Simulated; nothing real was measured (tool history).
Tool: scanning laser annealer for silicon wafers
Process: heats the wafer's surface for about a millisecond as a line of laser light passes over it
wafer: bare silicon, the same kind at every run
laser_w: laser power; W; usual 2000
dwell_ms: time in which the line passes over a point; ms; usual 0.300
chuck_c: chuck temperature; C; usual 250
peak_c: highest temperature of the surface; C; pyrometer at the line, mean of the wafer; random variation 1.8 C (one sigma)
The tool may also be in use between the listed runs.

Run 1, day 0.000: usual settings. Result: peak_c 1013 C.
Run 2, day 0.667: usual settings but dwell_ms 0.353 ms. Result: peak_c 1078 C.
Run 3, day 1.158: usual settings. Result: peak_c 1011 C.
Run 4, day 1.892: usual settings but dwell_ms 0.231 ms. Result: peak_c 910 C.
Run 5, day 2.338: usual settings but dwell_ms 0.231 ms. Result: peak_c 914 C.
Run 6, day 3.079: usual settings but dwell_ms 0.231 ms. Result: peak_c 913 C.
Run 7, day 3.875: usual settings but dwell_ms 0.355 ms. Result: peak_c 1076 C.
Run 8, day 4.358: usual settings but dwell_ms 0.355 ms, chuck_c 261 C. Result: peak_c 1088 C.
Run 9, day 5.229: usual settings but dwell_ms 0.355 ms, chuck_c 236 C. Result: peak_c 1062 C.
Run 10, day 5.888: usual settings but dwell_ms 0.355 ms, chuck_c 236 C. Result: peak_c 1060 C.
At day 6.371: window over the wafer cleaned.
Run 11, day 6.475: usual settings but dwell_ms 0.355 ms, chuck_c 236 C. Result: peak_c 1097 C.
Run 12, day 7.229: usual settings but chuck_c 263 C. Result: peak_c 1047 C.
Run 13, day 7.667: usual settings but chuck_c 263 C. Result: peak_c 1048 C.
Run 14, day 8.179: usual settings but chuck_c 261 C. Result: peak_c 1046 C.
Run 15, day 9.100: usual settings but chuck_c 261 C. Result: peak_c 1049 C.
Run 16, day 9.529: usual settings but chuck_c 261 C. Result: peak_c 1046 C.
Run 17, day 10.479: usual settings but chuck_c 229 C. Result: peak_c 1013 C.
Run 18, day 10.917: usual settings but chuck_c 229 C. Result: peak_c 1013 C.
Run 19, day 11.808: usual settings but chuck_c 229 C. Result: peak_c 1012 C.
Run 20, day 12.600: usual settings but chuck_c 229 C. Result: peak_c 1014 C.
Run 21, day 13.171: usual settings but chuck_c 229 C. Result: peak_c 1013 C.
Run 22, day 13.888: usual settings but laser_w 1863 W, dwell_ms 0.309 ms, chuck_c 257 C. Result: peak_c 999 C.
Run 23, day 14.800: usual settings but laser_w 1939 W, dwell_ms 0.345 ms, chuck_c 280 C. Result: peak_c 1097 C.
Run 24, day 15.488: usual settings but laser_w 1939 W, dwell_ms 0.345 ms, chuck_c 280 C. Result: peak_c 1095 C.
Run 25, day 15.896: usual settings but laser_w 2072 W, dwell_ms 0.277 ms, chuck_c 279 C. Result: peak_c 1053 C.
Run 26, day 16.633: usual settings but laser_w 1835 W, chuck_c 212 C. Result: peak_c 926 C.
Run 27, day 17.300: usual settings but laser_w 1934 W, dwell_ms 0.265 ms, chuck_c 268 C. Result: peak_c 981 C.
Run 28, day 17.825: usual settings but laser_w 1934 W, dwell_ms 0.265 ms, chuck_c 268 C. Result: peak_c 976 C.
Run 29, day 18.446: usual settings but laser_w 1934 W, dwell_ms 0.265 ms, chuck_c 268 C. Result: peak_c 976 C.
Run 30, day 19.292: usual settings but laser_w 1934 W, dwell_ms 0.265 ms, chuck_c 268 C. Result: peak_c 972 C.
Run 31, day 19.746: usual settings but laser_w 1934 W, dwell_ms 0.265 ms, chuck_c 268 C. Result: peak_c 973 C.
Run 32, day 20.433: usual settings but laser_w 1934 W, dwell_ms 0.362 ms, chuck_c 289 C. Result: peak_c 1116 C.
Run 33, day 20.917: usual settings but laser_w 1958 W, dwell_ms 0.233 ms, chuck_c 242 C. Result: peak_c 910 C.
Run 34, day 21.829: usual settings but dwell_ms 0.294 ms, chuck_c 225 C. Result: peak_c 990 C.
Run 35, day 22.571: usual settings but laser_w 1721 W, dwell_ms 0.340 ms, chuck_c 282 C. Result: peak_c 994 C.
At day 23.338: optics aligned, line set to its width.
Run 36, day 23.338: usual settings but dwell_ms 0.247 ms, chuck_c 257 C. Result: peak_c 967 C.
Run 37, day 24.275: usual settings but dwell_ms 0.247 ms, chuck_c 257 C. Result: peak_c 963 C.
Run 38, day 24.775: usual settings but laser_w 2181 W, dwell_ms 0.305 ms. Result: peak_c 1113 C.
Run 39, day 25.642: usual settings but laser_w 1929 W, dwell_ms 0.246 ms, chuck_c 269 C. Result: peak_c 950 C.
Run 40, day 26.417: usual settings but laser_w 2028 W, dwell_ms 0.365 ms, chuck_c 234 C. Result: peak_c 1112 C.

Some steps in peak_c between neighbouring runs. How much of each would the tool show without its hidden state too (settings, what came in, random variation), and how much is left for the hidden state, with any gauge scatter that isn't in both results?
The hidden state here: light that passes the window, % of a clean one's; laser's true power over the reading, %; width of the line over the set one, %; drift of the gauge itself on peak_c, C.
Run 6 -> 7: dwell_ms 0.231 -> 0.355. peak_c +163 C: hidden state -8, all else +171.
Run 10 -> 11: window over the wafer cleaned. peak_c +37 C: hidden state +34, all else +3.
Run 32 -> 33: laser_w 1934 -> 1958, dwell_ms 0.362 -> 0.233, chuck_c 289 -> 242. peak_c -206 C: hidden state +3, all else -209.
Run 35 -> 36: laser_w 1721 -> 2000, dwell_ms 0.340 -> 0.247, chuck_c 282 -> 257, optics aligned, line set to its width. peak_c -27 C: hidden state +9, all else -36.
Run 38 -> 39: laser_w 2181 -> 1929, dwell_ms 0.305 -> 0.246, chuck_c 250 -> 269. peak_c -163 C: hidden state +1, all else -164.
